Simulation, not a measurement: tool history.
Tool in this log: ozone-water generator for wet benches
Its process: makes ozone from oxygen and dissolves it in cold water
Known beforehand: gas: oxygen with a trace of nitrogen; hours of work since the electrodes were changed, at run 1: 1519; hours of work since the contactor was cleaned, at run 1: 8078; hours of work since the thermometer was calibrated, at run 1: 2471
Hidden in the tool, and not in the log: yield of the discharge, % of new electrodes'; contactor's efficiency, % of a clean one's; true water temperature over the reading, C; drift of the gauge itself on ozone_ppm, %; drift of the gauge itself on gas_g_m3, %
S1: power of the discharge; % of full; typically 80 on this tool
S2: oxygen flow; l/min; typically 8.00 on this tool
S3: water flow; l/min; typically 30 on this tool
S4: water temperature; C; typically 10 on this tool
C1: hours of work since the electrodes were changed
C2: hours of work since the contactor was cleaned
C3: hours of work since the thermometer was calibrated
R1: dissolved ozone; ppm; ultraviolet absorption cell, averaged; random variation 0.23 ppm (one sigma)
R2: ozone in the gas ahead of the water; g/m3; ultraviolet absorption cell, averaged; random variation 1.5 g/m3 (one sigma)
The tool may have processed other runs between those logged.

{"run": 1, "day": 0.0, "S1": 80, "S2": 8.0, "S3": 30, "S4": 10, "C1": 1519, "C2": 8078, "C3": 2471, "R1": 31.8, "R2": 282.8}
{"run": 2, "day": 1.112, "S1": 80, "S2": 8.0, "S3": 30, "S4": 10, "C1": 1545, "C2": 8103, "C3": 2497, "R1": 31.3, "R2": 285.9}
{"run": 3, "day": 2.038, "S1": 80, "S2": 8.0, "S3": 30, "S4": 10, "C1": 1566, "C2": 8125, "C3": 2518, "R1": 31.3, "R2": 281.5}
{"run": 4, "day": 3.792, "S1": 80, "S2": 8.0, "S3": 30, "S4": 10, "C1": 1607, "C2": 8165, "C3": 2559, "R1": 31.7, "R2": 280.1}
{"run": 5, "day": 5.033, "S1": 80, "S2": 8.0, "S3": 30, "S4": 10, "C1": 1636, "C2": 8194, "C3": 2587, "R1": 31.1, "R2": 280.8}
{"run": 6, "day": 6.062, "S1": 80, "S2": 8.0, "S3": 30, "S4": 10, "C1": 1659, "C2": 8218, "C3": 2611, "R1": 31.4, "R2": 283.0}
{"run": 7, "day": 7.433, "S1": 80, "S2": 8.0, "S3": 24, "S4": 10, "C1": 1691, "C2": 8249, "C3": 2643, "R1": 37.7, "R2": 282.6}
{"run": 8, "day": 9.125, "S1": 80, "S2": 12.8, "S3": 24, "S4": 10, "C1": 1730, "C2": 8289, "C3": 2682, "R1": 35.7, "R2": 212.3}
{"run": 9, "day": 10.708, "S1": 80, "S2": 12.8, "S3": 24, "S4": 10, "C1": 1767, "C2": 8325, "C3": 2718, "R1": 35.3, "R2": 211.4}
{"run": 10, "day": 12.583, "S1": 80, "S2": 8.0, "S3": 30, "S4": 5, "C1": 1810, "C2": 8368, "C3": 2762, "R1": 32.9, "R2": 281.5}
{"run": 11, "day": 13.675, "S1": 80, "S2": 5.68, "S3": 38, "S4": 10, "C1": 1835, "C2": 8394, "C3": 2787, "R1": 24.1, "R2": 346.1}
{"day": 13.812, "done": "water thermometer calibrated"}
{"run": 12, "day": 14.858, "S1": 80, "S2": 5.68, "S3": 38, "S4": 6, "C1": 1862, "C2": 8420, "C3": 24, "R1": 24.8, "R2": 345.6}
{"run": 13, "day": 15.842, "S1": 98, "S2": 5.36, "S3": 30, "S4": 10, "C1": 1885, "C2": 8443, "C3": 47, "R1": 34.5, "R2": 409.7}
{"run": 14, "day": 17.696, "S1": 66, "S2": 4.4, "S3": 23, "S4": 12, "C1": 1927, "C2": 8486, "C3": 90, "R1": 33.8, "R2": 361.4}
{"run": 15, "day": 19.446, "S1": 80, "S2": 9.08, "S3": 30, "S4": 10, "C1": 1968, "C2": 8526, "C3": 130, "R1": 31.4, "R2": 260.8}
{"day": 19.588, "done": "water thermometer calibrated, once more"}
{"run": 16, "day": 21.346, "S1": 42, "S2": 5.79, "S3": 30, "S4": 10, "C1": 2011, "C2": 8570, "C3": 41, "R1": 21.1, "R2": 234.9}
{"run": 17, "day": 22.538, "S1": 80, "S2": 5.79, "S3": 30, "S4": 10, "C1": 2039, "C2": 8597, "C3": 68, "R1": 30.9, "R2": 343.3}

Below are 3 alternative next runs, each starting from the tool's condition after run 17. Predict each:
{"run": "A", "day": 24.083, "S1": 80, "S2": 6.98, "S3": 30, "S4": 16, "C1": 2074, "C2": 8633, "C3": 104, "R1": "?", "R2": "?"}
{"run": "B", "day": 24.083, "S1": 80, "S2": 5.79, "S3": 31, "S4": 10, "C1": 2074, "C2": 8633, "C3": 104, "R1": "?", "R2": "?"}
{"run": "C", "day": 24.083, "S1": 87, "S2": 8.0, "S3": 43, "S4": 6, "C1": 2074, "C2": 8633, "C3": 104, "R1": "?", "R2": "?"}

run=A R1=28.7 R2=303.9
run=B R1=29.8 R2=342.0
run=C R1=23.5 R2=294.2
With no hidden state in the tool, these same runs would have given:
run=A R1=32.4 R2=315.9
run=B R1=33.7 R2=355.4
run=C R1=27.0 R2=306.3
